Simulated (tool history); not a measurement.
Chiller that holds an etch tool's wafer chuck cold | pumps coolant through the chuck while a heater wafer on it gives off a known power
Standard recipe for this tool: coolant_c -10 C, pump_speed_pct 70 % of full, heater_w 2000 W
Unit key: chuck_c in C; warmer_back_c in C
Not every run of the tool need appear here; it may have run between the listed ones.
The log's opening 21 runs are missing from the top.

run     day  coolant_c  pump_speed_pct  heater_w  hours since the coolant was changed and the channels were flushed  hours since the pump was overhauled  hours since the chiller's thermometer was calibrated  chuck_c  warmer_back_c
 22  24.658        -19              65      1511                                                               4139                                 1882                                                  2473     -3.4           6.91
 23  25.412        -19              65      1511                                                               4157                                 1900                                                  2491     -3.3           6.88
 24  26.142        -19              65      1511                                                               4175                                 1918                                                  2509     -3.4           6.89
 25  27.471        -19              65      1511                                                               4206                                 1950                                                  2541     -3.5            6.9
 26  28.138        -19              65      2087                                                               4222                                 1966                                                  2557      2.6           9.53
 27  28.779        -11              76      1642                                                               4238                                 1981                                                  2572      4.5           6.47
 28  29.475        -18              83      1959                                                               4255                                 1998                                                  2589     -0.7           7.09
 29    30.6        -10              70      2484                                                               4282                                 2025                                                  2616     14.5          10.51
 30  32.004        -10              70      2484                                                               4315                                 2058                                                  2649     14.6           10.5
 31  33.521        -10              81      1023                                                               4352                                 2095                                                  2686     -1.1           3.77

Forecast each of these 5 alternatives for the next run:
  A  35.092         -3              81      1176                                                               4389                                 2132                                                  2723        ?              ?
  B  35.092         -1              81      1023                                                               4389                                 2132                                                  2723        ?              ?
  C  35.092        -10              70      2744                                                               4389                                 2132                                                  2723        ?              ?
  D  35.092         -9              91      2873                                                               4389                                 2132                                                  2723        ?              ?
  E  35.092        -14              77      2000                                                               4389                                 2132                                                  2723        ?              ?

run  chuck_c  warmer_back_c
  A      7.5           4.37
  B      8.1           3.76
  C     17.2          11.65
  D       15           9.48
  E      4.6           7.77
Stripped of hidden state, with their random variation kept, the same runs would have yielded:
run  chuck_c  warmer_back_c
  A        7           4.25
  B      7.7           3.65
  C     15.7          11.33
  D     13.7           9.22
  E      3.6           7.56
